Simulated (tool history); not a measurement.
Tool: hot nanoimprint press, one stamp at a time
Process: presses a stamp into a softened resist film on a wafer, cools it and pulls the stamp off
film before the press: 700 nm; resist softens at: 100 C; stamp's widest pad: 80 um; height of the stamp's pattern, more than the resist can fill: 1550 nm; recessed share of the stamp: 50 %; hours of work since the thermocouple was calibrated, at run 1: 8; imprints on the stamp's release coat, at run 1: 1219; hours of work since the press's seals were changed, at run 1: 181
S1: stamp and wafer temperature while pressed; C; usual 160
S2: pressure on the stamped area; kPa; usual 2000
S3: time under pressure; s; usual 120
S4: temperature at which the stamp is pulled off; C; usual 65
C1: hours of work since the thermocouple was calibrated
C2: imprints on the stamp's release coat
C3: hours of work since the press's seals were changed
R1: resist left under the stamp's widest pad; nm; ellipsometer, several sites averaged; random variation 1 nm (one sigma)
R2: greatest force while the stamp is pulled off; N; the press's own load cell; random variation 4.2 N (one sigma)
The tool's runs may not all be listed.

{"run": 1, "hour": 0.0, "S1": 160, "S2": 2000, "S3": 120, "S4": 65, "C1": 8, "C2": 1219, "C3": 181, "R1": 341.0, "R2": 321}
{"run": 2, "hour": 10.8, "S1": 160, "S2": 2000, "S3": 120, "S4": 65, "C1": 16, "C2": 1249, "C3": 190, "R1": 340.5, "R2": 319}
{"run": 3, "hour": 26.9, "S1": 160, "S2": 2000, "S3": 120, "S4": 65, "C1": 28, "C2": 1293, "C3": 202, "R1": 343.1, "R2": 335}
{"run": 4, "hour": 35.7, "S1": 160, "S2": 2000, "S3": 120, "S4": 65, "C1": 35, "C2": 1317, "C3": 209, "R1": 342.3, "R2": 337}
{"run": 5, "hour": 47.8, "S1": 160, "S2": 2000, "S3": 120, "S4": 65, "C1": 44, "C2": 1350, "C3": 218, "R1": 340.4, "R2": 338}
{"run": 6, "hour": 61.2, "S1": 160, "S2": 2000, "S3": 120, "S4": 65, "C1": 54, "C2": 1386, "C3": 228, "R1": 339.5, "R2": 337}
{"run": 7, "hour": 80.1, "S1": 160, "S2": 2000, "S3": 120, "S4": 65, "C1": 69, "C2": 1438, "C3": 242, "R1": 341.2, "R2": 340}
{"run": 8, "hour": 99.1, "S1": 160, "S2": 2000, "S3": 120, "S4": 65, "C1": 83, "C2": 1490, "C3": 257, "R1": 339.3, "R2": 358}
{"run": 9, "hour": 116.0, "S1": 160, "S2": 1550, "S3": 120, "S4": 65, "C1": 96, "C2": 1536, "C3": 270, "R1": 377.3, "R2": 349}
{"run": 10, "hour": 132.7, "S1": 160, "S2": 2000, "S3": 120, "S4": 65, "C1": 109, "C2": 1582, "C3": 282, "R1": 339.0, "R2": 361}
{"run": 11, "hour": 142.5, "S1": 160, "S2": 2000, "S3": 120, "S4": 65, "C1": 116, "C2": 1609, "C3": 290, "R1": 337.8, "R2": 359}
{"run": 12, "hour": 159.7, "S1": 160, "S2": 2000, "S3": 120, "S4": 65, "C1": 129, "C2": 1656, "C3": 303, "R1": 336.0, "R2": 358}
{"run": 13, "hour": 170.8, "S1": 160, "S2": 2000, "S3": 120, "S4": 65, "C1": 138, "C2": 1686, "C3": 311, "R1": 336.8, "R2": 357}
{"run": 14, "hour": 179.9, "S1": 160, "S2": 2000, "S3": 120, "S4": 65, "C1": 145, "C2": 1711, "C3": 318, "R1": 335.0, "R2": 367}
{"run": 15, "hour": 197.3, "S1": 160, "S2": 2000, "S3": 73, "S4": 65, "C1": 158, "C2": 1759, "C3": 332, "R1": 398.2, "R2": 372}
{"run": 16, "hour": 209.9, "S1": 160, "S2": 2000, "S3": 137, "S4": 57, "C1": 168, "C2": 1793, "C3": 341, "R1": 319.8, "R2": 414}
{"run": 17, "hour": 227.4, "S1": 160, "S2": 1840, "S3": 215, "S4": 65, "C1": 181, "C2": 1841, "C3": 354, "R1": 280.1, "R2": 388}
{"run": 18, "hour": 238.7, "S1": 160, "S2": 2000, "S3": 113, "S4": 69, "C1": 189, "C2": 1872, "C3": 363, "R1": 341.3, "R2": 377}
{"run": 19, "hour": 251.7, "S1": 160, "S2": 2000, "S3": 113, "S4": 67, "C1": 199, "C2": 1908, "C3": 373, "R1": 340.9, "R2": 390}
{"run": 20, "hour": 260.7, "S1": 160, "S2": 2000, "S3": 113, "S4": 67, "C1": 206, "C2": 1932, "C3": 380, "R1": 339.2, "R2": 380}
{"run": 21, "hour": 271.0, "S1": 160, "S2": 2000, "S3": 113, "S4": 67, "C1": 214, "C2": 1960, "C3": 387, "R1": 342.8, "R2": 398}
{"run": 22, "hour": 289.6, "S1": 160, "S2": 2000, "S3": 141, "S4": 52, "C1": 228, "C2": 2011, "C3": 402, "R1": 312.8, "R2": 464}
{"run": 23, "hour": 297.7, "S1": 160, "S2": 2000, "S3": 141, "S4": 52, "C1": 234, "C2": 2033, "C3": 408, "R1": 314.1, "R2": 436}
{"run": 24, "hour": 310.9, "S1": 160, "S2": 2000, "S3": 141, "S4": 52, "C1": 244, "C2": 2069, "C3": 418, "R1": 313.6, "R2": 458}
{"run": 25, "hour": 323.6, "S1": 170, "S2": 1420, "S3": 220, "S4": 50, "C1": 254, "C2": 2104, "C3": 427, "R1": 220.6, "R2": 450}
{"hour": 336.7, "done": "stamp cleaned and given a new release coat"}
{"run": 26, "hour": 345.1, "S1": 170, "S2": 1420, "S3": 220, "S4": 50, "C1": 266, "C2": 23, "C3": 439, "R1": 220.5, "R2": 227}
{"run": 27, "hour": 356.0, "S1": 170, "S2": 1420, "S3": 220, "S4": 50, "C1": 274, "C2": 53, "C3": 448, "R1": 219.0, "R2": 242}
{"run": 28, "hour": 368.9, "S1": 170, "S2": 1420, "S3": 220, "S4": 50, "C1": 284, "C2": 88, "C3": 457, "R1": 218.9, "R2": 239}
{"run": 29, "hour": 377.1, "S1": 171, "S2": 1420, "S3": 220, "S4": 70, "C1": 290, "C2": 110, "C3": 464, "R1": 211.9, "R2": 209}

The same runs without the tool's hidden state, with the same run-to-run variation:
The hidden state here: true temperature over the reading, C; pressure that arrives at the usual setting, %; grip of the stamp's worn release coat, % over a new coat's; drift of the gauge itself on residual_nm, %; drift of the gauge itself on pull_off_n, %.
run=1 R1=338.7 R2=206
run=2 R1=338.6 R2=204
run=3 R1=341.7 R2=211
run=4 R1=341.1 R2=210
run=5 R1=339.6 R2=209
run=6 R1=339.2 R2=205
run=7 R1=341.5 R2=204
run=8 R1=340.2 R2=213
run=9 R1=379.3 R2=204
run=10 R1=340.9 R2=208
run=11 R1=340.0 R2=206
run=12 R1=338.7 R2=202
run=13 R1=339.9 R2=200
run=14 R1=338.4 R2=203
run=15 R1=402.3 R2=204
run=16 R1=324.1 R2=224
run=17 R1=284.7 R2=208
run=18 R1=346.6 R2=200
run=19 R1=346.6 R2=205
run=20 R1=345.2 R2=197
run=21 R1=349.2 R2=206
run=22 R1=319.4 R2=236
run=23 R1=321.0 R2=221
run=24 R1=320.9 R2=230
run=25 R1=226.3 R2=223
run=26 R1=226.5 R2=226
run=27 R1=225.3 R2=239
run=28 R1=225.4 R2=233
run=29 R1=218.3 R2=202
